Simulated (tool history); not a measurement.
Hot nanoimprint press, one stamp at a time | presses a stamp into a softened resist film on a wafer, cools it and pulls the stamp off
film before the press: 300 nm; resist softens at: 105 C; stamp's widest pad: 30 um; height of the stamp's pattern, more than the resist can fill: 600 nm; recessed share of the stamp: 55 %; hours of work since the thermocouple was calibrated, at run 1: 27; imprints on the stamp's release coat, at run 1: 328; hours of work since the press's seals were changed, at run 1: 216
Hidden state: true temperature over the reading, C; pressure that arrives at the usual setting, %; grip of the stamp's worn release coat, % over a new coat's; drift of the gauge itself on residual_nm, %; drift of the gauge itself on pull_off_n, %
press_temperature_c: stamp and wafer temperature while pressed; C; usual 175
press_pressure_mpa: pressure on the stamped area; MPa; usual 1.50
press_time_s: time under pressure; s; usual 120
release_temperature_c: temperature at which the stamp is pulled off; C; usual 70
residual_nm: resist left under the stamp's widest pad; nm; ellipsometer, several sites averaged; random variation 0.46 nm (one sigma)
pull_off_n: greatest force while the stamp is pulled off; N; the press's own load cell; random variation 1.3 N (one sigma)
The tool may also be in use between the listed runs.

run	hour	press_temperature_c	press_pressure_mpa	press_time_s	release_temperature_c	hours of work since the thermocouple was calibrated	imprints on the stamp's release coat	hours of work since the press's seals were changed	residual_nm	pull_off_n
1	0.0	175	1.50	120	70	27	328	216	176.3	124
2	7.8	175	1.50	120	59	32	357	221	175.6	162
3	23.5	175	1.50	120	59	42	414	231	175.9	165
4	33.3	176	1.50	120	70	48	450	237	172.0	132
5	48.3	176	1.50	120	70	58	504	247	171.7	133
6	58.3	175	0.92	120	70	64	541	253	212.3	135
# hour 67.3: stamp cleaned and given a new release coat
7	74.6	175	0.92	120	70	70	27	260	213.6	120
8	90.7	176	0.92	120	70	81	86	270	208.8	119
9	105.3	176	0.92	120	70	90	139	279	209.1	122
10	117.7	176	0.92	120	70	98	184	287	208.8	127
11	130.2	176	0.92	120	70	106	229	295	208.4	125
12	146.6	176	0.92	120	70	117	289	306	209.6	128
13	155.9	176	0.92	120	70	123	323	312	209.1	126
14	173.0	175	1.50	120	57	133	385	323	177.2	172
15	187.1	175	1.50	120	57	142	436	332	177.2	172
16	203.5	184	1.52	120	57	153	496	342	140.5	171
17	213.4	184	1.52	200	77	159	532	348	117.0	111
# hour 223.9: stamp cleaned and given a new release coat
18	228.4	176	0.98	181	73	165	16	354	184.0	112
19	239.0	175	1.48	120	70	172	55	361	178.8	123
20	248.0	175	1.48	120	70	178	88	367	179.1	123
21	260.3	176	1.35	160	78	185	133	375	166.3	101
22	273.0	181	1.35	160	73	194	179	383	146.9	115
23	287.4	168	2.11	83	70	203	231	392	204.4	126
24	295.0	168	2.11	83	70	208	259	397	204.8	125
25	308.5	168	2.11	83	70	216	308	405	205.1	129
26	316.3	168	2.11	83	70	221	336	410	205.1	129
27	324.4	166	1.50	120	59	226	366	416	220.7	165
28	331.8	170	1.50	162	59	231	393	420	185.5	166
29	348.8	170	1.50	162	59	242	455	431	186.8	167

Hidden state at the last listed run before each entry between runs and at the first one after, where it differs:
Between runs 6 and 7: stamp cleaned and given a new release coat (hour 67.3)
  true temperature over the reading, C: -0.32 -> -0.34; pressure that arrives at the usual setting, %: 98.89 -> 98.86; grip of the stamp's worn release coat, % over a new coat's: 12.2 -> 0.6
  measured less the result without the state, residual_nm: +1.9 -> +1.9 nm; pull_off_n: +16 -> +2 N
Between runs 17 and 18: stamp cleaned and given a new release coat (hour 223.9)
  true temperature over the reading, C: -0.57 -> -0.58; pressure that arrives at the usual setting, %: 98.41 -> 98.39; grip of the stamp's worn release coat, % over a new coat's: 12 -> 0.4
  measured less the result without the state, residual_nm: +2.8 -> +3.3 nm; pull_off_n: +13 -> +2 N
